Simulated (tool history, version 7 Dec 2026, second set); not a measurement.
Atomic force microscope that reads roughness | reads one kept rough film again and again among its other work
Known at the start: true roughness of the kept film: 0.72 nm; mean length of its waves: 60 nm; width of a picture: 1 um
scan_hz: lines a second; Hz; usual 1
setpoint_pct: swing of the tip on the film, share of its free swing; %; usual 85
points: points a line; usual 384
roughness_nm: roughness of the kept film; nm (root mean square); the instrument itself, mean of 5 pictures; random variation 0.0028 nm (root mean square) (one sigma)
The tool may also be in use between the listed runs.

run,hour,scan_hz,setpoint_pct,points,roughness_nm
1,0,1,85,384,0.627
2,33.3,1,85,384,0.626
# hour 48: new tip fitted
3,50,1,85,384,0.623
4,75.7,1.48,85,384,0.59
5,106.5,1,85,330,0.621
# hour 109.6: new tip fitted
6,123.7,1,85,330,0.623
7,141.4,1,85,330,0.625
8,168.5,2.3,85,924,0.541
# hour 170.7: new tip fitted
9,186.2,2.3,85,924,0.541
10,218.7,0.56,87,687,0.658
# hour 234: new tip fitted
11,251,0.56,87,687,0.665
12,270.5,0.84,87,687,0.632
13,292,0.84,87,687,0.633

Forecast each of these 4 alternatives for the next run:
# hour 294.6: new tip fitted
A,323.2,0.96,87,303,?
# hour 294.6: new tip fitted
B,323.2,0.61,66,259,?
# hour 294.6: new tip fitted
C,323.2,2.54,81,384,?
# hour 294.6: new tip fitted
D,323.2,0.89,85,386,?

run,roughness_nm
A,0.62
B,0.694
C,0.559
D,0.633
Without the tool's hidden state the same runs would have given:
run,roughness_nm
A,0.62
B,0.695
C,0.56
D,0.634
